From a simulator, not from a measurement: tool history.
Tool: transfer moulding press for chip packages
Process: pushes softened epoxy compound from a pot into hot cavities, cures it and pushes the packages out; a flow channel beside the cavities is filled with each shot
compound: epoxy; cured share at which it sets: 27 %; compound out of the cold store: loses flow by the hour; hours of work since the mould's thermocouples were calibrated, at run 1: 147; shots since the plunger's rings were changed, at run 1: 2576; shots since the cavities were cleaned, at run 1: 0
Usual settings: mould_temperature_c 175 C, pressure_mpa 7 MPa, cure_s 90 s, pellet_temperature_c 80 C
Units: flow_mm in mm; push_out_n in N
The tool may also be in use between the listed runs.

run,day,mould_temperature_c,pressure_mpa,cure_s,pellet_temperature_c,hours of work since the mould's thermocouples were calibrated,shots since the plunger's rings were changed,shots since the cavities were cleaned,incoming compound's hours out of the cold store,flow_mm,push_out_n
1,0,175,7,90,80,147,2576,0,16.6,975,536
2,1.321,175,7,90,80,162,2878,302,27.5,929,723
3,2.062,175,7,90,80,171,3048,472,21.2,952,752
# day 2.567: cavities cleaned with cleaning compound and waxed
4,3.021,175,7,90,80,181,3253,105,22.4,938,605
# day 4.425: plunger's sealing rings changed
5,4.588,175,7,90,80,198,37,439,11.1,1044,780
# day 5.262: cavities cleaned with cleaning compound and waxed
6,6.1,175,7,90,80,215,369,192,13.4,1024,620
7,6.908,175,7,90,80,224,554,377,16.2,1007,726
# day 7.846: cavities cleaned with cleaning compound and waxed
8,7.867,173,6.43,90,80,234,759,5,19.9,954,584

Forecast run 9:
9,8.688,173,6.93,90,80,244,947,193,32.9,?,?

flow_mm: 929 mm
push_out_n: 705 N
Without the tool's hidden state the same run would have given flow_mm 945 mm, push_out_n 569 N.

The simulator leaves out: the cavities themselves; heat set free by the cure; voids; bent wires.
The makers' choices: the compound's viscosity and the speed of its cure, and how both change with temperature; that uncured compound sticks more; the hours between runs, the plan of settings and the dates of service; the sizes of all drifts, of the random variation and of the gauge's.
